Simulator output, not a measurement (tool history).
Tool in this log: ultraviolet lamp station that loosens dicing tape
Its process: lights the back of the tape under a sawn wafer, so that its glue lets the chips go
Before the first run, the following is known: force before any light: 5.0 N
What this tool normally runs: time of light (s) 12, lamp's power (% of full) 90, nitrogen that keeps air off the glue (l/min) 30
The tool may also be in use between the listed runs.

run	hour	time of light (s)	lamp's power (% of full)	nitrogen that keeps air off the glue (l/min)	force that peels the tape off (N)	light that reached the tape (mJ/cm²)
1	0	12	90	30	0.684	362
2	76.2	12	90	30	0.771	351
# hour 108: window cleaned of glue's vapour
3	129	12	73	30	0.936	318
4	191.3	10	90	30	0.939	313
# hour 227.3: lamp changed
5	261	10	90	30	0.526	432
6	363.4	12	78	30	0.541	418
7	449.9	12	90	30	0.435	467
# hour 493.8: window cleaned of glue's vapour
8	547.8	12	90	30	0.346	504
9	590.8	12	90	14	0.581	493
10	689.6	12	90	14	0.636	471
11	791.4	12	90	14	0.743	439
12	854.1	9	90	30	0.933	323
# hour 879: window cleaned of glue's vapour
13	927	9	90	30	0.757	352
14	1015.2	16	90	30	0.244	589
15	1093.6	16	90	30	0.257	564
16	1195.5	8	65	11	2.292	195
# hour 1264.5: window cleaned of glue's vapour
17	1297.4	8	65	11	2.164	207
18	1364.7	8	78	13	1.774	238
19	1456.2	15	66	24	0.785	356
20	1556.2	12	71	30	1.055	292
21	1622.3	12	71	30	1.083	282
# hour 1648.6: window cleaned of glue's vapour
22	1697.1	11	90	30	0.74	357
23	1792.1	11	90	30	0.81	337
# hour 1861.6: lamp changed
24	1861.6	20	68	18	0.283	632
25	1945.7	20	68	18	0.322	608
26	2020	20	95	18	0.17	810
# hour 2033.2: window cleaned of glue's vapour
27	2069.1	9	95	24	0.631	412
28	2147.1	22	90	34	0.091	918

Consider 3 possible next runs. They are alternatives, not a sequence: every one starts from the tool as it was left by run 28. What does each give?
A	2195.3	12	80	39	?	?
B	2195.3	14	60	49	?	?
C	2195.3	10	98	34	?	?

run	force that peels the tape off (N)	light that reached the tape (mJ/cm²)
A	0.445	431
B	0.534	374
C	0.464	439
Had the tool no hidden state, the same runs would have come out as:
run	force that peels the tape off (N)	light that reached the tape (mJ/cm²)
A	0.33	491
B	0.401	427
C	0.345	500
